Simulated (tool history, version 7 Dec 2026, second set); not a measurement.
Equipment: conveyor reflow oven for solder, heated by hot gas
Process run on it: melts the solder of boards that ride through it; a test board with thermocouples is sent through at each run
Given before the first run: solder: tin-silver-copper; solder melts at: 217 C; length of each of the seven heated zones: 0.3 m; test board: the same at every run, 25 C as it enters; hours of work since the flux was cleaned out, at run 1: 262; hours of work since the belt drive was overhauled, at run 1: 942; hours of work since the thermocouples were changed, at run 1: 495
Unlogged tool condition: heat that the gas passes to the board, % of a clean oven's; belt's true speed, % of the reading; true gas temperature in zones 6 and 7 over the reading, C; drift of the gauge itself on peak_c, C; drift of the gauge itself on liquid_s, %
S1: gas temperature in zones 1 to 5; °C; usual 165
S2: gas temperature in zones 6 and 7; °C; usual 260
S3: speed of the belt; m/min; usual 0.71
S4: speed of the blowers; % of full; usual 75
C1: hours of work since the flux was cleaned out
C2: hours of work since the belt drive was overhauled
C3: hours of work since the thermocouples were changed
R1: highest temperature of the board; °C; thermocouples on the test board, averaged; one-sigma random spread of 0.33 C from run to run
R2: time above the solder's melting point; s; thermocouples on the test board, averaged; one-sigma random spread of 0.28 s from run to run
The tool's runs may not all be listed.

run,day,S1,S2,S3,S4,C1,C2,C3,R1,R2
1,0,165,260,0.71,75,262,942,495,239.4,27.8
2,1.162,165,260,0.71,75,281,960,513,239.6,27.8
3,3.158,165,260,0.71,75,313,992,545,239.1,27.9
4,5.208,165,260,0.71,75,346,1025,578,238.2,26.9
5,6.367,166,260,0.71,75,364,1043,596,238.4,27.8
# day 7.292: flux residue cleaned out of gas plates and filters
6,7.917,165,260,0.71,79,10,1065,618,242,30.7
7,9.092,165,260,0.71,70,29,1084,637,239.5,28.6
8,10.262,165,260,0.71,70,48,1102,655,239.9,28.2
9,12.142,165,260,0.71,70,78,1132,686,239,27.6
10,13.338,165,271,0.71,75,97,1152,705,249.3,34.1
11,15.242,165,260,0.792,75,127,1182,735,236.3,22.1
12,16.325,165,260,0.792,88,145,1199,752,239.4,25.2
# day 17.488: belt drive overhauled, speed set with a stopwatch
13,18.242,165,260,0.792,88,173,12,780,238.6,23.8
14,19.804,150,260,0.71,75,198,37,805,235.5,22
# day 20.517: thermocouples of zones 6 and 7 changed
15,20.838,150,260,0.71,75,213,52,5,236.9,23.7
16,22.692,171,273,0.693,80,242,82,35,254.3,38.7
17,24.346,159,273,0.819,71,269,108,61,241.2,22.8
18,26.479,161,273,0.821,54,303,143,95,233.8,16.8
19,27.567,153,252,0.693,68,320,160,113,228.2,16
20,29.533,153,252,0.693,87,352,191,144,233.9,21.9
21,30.654,153,270,0.677,87,370,209,162,249,33.9
# day 31.104: flux residue cleaned out of gas plates and filters
22,31.792,163,264,0.576,88,11,224,177,254.2,46.6
23,32.979,153,257,0.576,88,30,243,196,246.6,40.2
24,34.1,170,259,0.71,75,48,261,214,241.5,31.1
25,35.212,169,260,0.742,75,66,279,232,241,27.7
26,36.771,176,254,0.788,75,91,304,257,235,23.7
27,38.317,156,275,0.788,75,115,329,282,247.6,27.5
28,40.192,162,271,0.68,52,145,359,312,243.1,29.6
29,42.204,177,260,0.71,75,178,391,344,242.4,32.8
30,44.162,165,258,0.71,75,209,422,375,238,27

Some steps in R1 between neighbouring runs. How much of each would the tool show without its hidden state too (settings, what came in, random variation), and how much is left for the hidden state, with any gauge scatter that isn't in both results?
Run 5 -> 6: S1 166 -> 165, S4 75 -> 79, flux residue cleaned out of gas plates and filters. R1 +3.6 °C: hidden state +2.6, all else +1.
Run 14 -> 15: thermocouples of zones 6 and 7 changed. R1 +1.4 °C: hidden state +1.4, all else +0.
Run 15 -> 16: S1 150 -> 171, S2 260 -> 273, S3 0.71 -> 0.693, S4 75 -> 80. R1 +17.4 °C: hidden state -0.1, all else +17.5.
Run 16 -> 17: S1 171 -> 159, S3 0.693 -> 0.819, S4 80 -> 71. R1 -13.1 °C: hidden state -0.9, all else -12.2.
Run 20 -> 21: S2 252 -> 270, S3 0.693 -> 0.677. R1 +15.1 °C: hidden state -0.6, all else +15.7.
Run 21 -> 22: S1 153 -> 163, S2 270 -> 264, S3 0.677 -> 0.576, S4 87 -> 88, flux residue cleaned out of gas plates and filters. R1 +5.2 °C: hidden state +3.7, all else +1.5.
